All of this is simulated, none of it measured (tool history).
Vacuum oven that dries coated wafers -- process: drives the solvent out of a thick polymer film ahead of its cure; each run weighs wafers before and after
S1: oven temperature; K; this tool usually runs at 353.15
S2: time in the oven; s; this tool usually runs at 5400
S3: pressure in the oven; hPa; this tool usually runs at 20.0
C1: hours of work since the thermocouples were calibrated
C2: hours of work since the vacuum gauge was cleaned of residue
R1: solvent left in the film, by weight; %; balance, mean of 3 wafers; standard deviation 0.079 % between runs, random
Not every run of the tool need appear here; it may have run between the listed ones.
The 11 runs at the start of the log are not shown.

{"run": 12, "day": 8.508, "S1": 353.15, "S2": 5400, "S3": 23.6, "C1": 1010, "C2": 702, "R1": 7.23}
{"run": 13, "day": 8.967, "S1": 353.15, "S2": 5400, "S3": 20.0, "C1": 1018, "C2": 711, "R1": 6.7}
{"run": 14, "day": 9.746, "S1": 353.15, "S2": 5400, "S3": 20.0, "C1": 1032, "C2": 725, "R1": 6.75}
{"run": 15, "day": 10.633, "S1": 353.15, "S2": 5400, "S3": 20.0, "C1": 1048, "C2": 741, "R1": 6.72}
{"run": 16, "day": 11.508, "S1": 353.15, "S2": 5400, "S3": 20.0, "C1": 1064, "C2": 757, "R1": 6.93}
{"run": 17, "day": 12.392, "S1": 353.15, "S2": 5400, "S3": 20.0, "C1": 1080, "C2": 773, "R1": 6.78}
{"run": 18, "day": 13.275, "S1": 353.15, "S2": 5400, "S3": 20.0, "C1": 1097, "C2": 789, "R1": 6.65}
{"run": 19, "day": 13.817, "S1": 353.15, "S2": 5400, "S3": 20.0, "C1": 1106, "C2": 799, "R1": 6.91}
{"run": 20, "day": 14.375, "S1": 353.15, "S2": 5400, "S3": 20.0, "C1": 1117, "C2": 809, "R1": 7.03}
{"day": 14.517, "done": "vacuum gauge cleaned of residue and calibrated"}
{"run": 21, "day": 15.404, "S1": 353.15, "S2": 5400, "S3": 20.0, "C1": 1134, "C2": 16, "R1": 7.14}
{"run": 22, "day": 15.912, "S1": 353.15, "S2": 5400, "S3": 20.0, "C1": 1144, "C2": 25, "R1": 7.05}
{"run": 23, "day": 16.754, "S1": 353.15, "S2": 5400, "S3": 20.0, "C1": 1159, "C2": 41, "R1": 6.93}
{"day": 17.046, "done": "vacuum gauge cleaned of residue and calibrated, once more"}
{"run": 24, "day": 17.762, "S1": 344.15, "S2": 5400, "S3": 20.0, "C1": 1176, "C2": 13, "R1": 9.72}
{"run": 25, "day": 18.383, "S1": 364.15, "S2": 5400, "S3": 29.7, "C1": 1188, "C2": 24, "R1": 4.11}
{"run": 26, "day": 18.85, "S1": 345.15, "S2": 5400, "S3": 20.0, "C1": 1196, "C2": 33, "R1": 9.61}
{"run": 27, "day": 19.817, "S1": 345.15, "S2": 5400, "S3": 20.0, "C1": 1214, "C2": 51, "R1": 9.61}
{"run": 28, "day": 20.796, "S1": 353.15, "S2": 8700, "S3": 54.4, "C1": 1232, "C2": 68, "R1": 9.95}
{"run": 29, "day": 21.683, "S1": 339.15, "S2": 9480, "S3": 20.0, "C1": 1248, "C2": 85, "R1": 10.07}
{"run": 30, "day": 22.488, "S1": 366.15, "S2": 5400, "S3": 32.7, "C1": 1263, "C2": 99, "R1": 3.89}
{"run": 31, "day": 23.354, "S1": 355.15, "S2": 6960, "S3": 25.4, "C1": 1278, "C2": 115, "R1": 5.7}
{"run": 32, "day": 24.221, "S1": 354.15, "S2": 7500, "S3": 45.1, "C1": 1294, "C2": 131, "R1": 8.61}
{"run": 33, "day": 25.042, "S1": 354.15, "S2": 7500, "S3": 45.1, "C1": 1309, "C2": 146, "R1": 8.53}
{"run": 34, "day": 25.775, "S1": 354.15, "S2": 8280, "S3": 52.0, "C1": 1323, "C2": 159, "R1": 9.53}

Run 35 comes next. What will it give?
{"run": 35, "day": 26.542, "S1": 354.15, "S2": 8280, "S3": 52.0, "C1": 1337, "C2": 173, "R1": "?"}

{"run 35": {"R1": 9.38}}
The same run, on a tool lacking any hidden state, would have yielded R1 8.75 %.

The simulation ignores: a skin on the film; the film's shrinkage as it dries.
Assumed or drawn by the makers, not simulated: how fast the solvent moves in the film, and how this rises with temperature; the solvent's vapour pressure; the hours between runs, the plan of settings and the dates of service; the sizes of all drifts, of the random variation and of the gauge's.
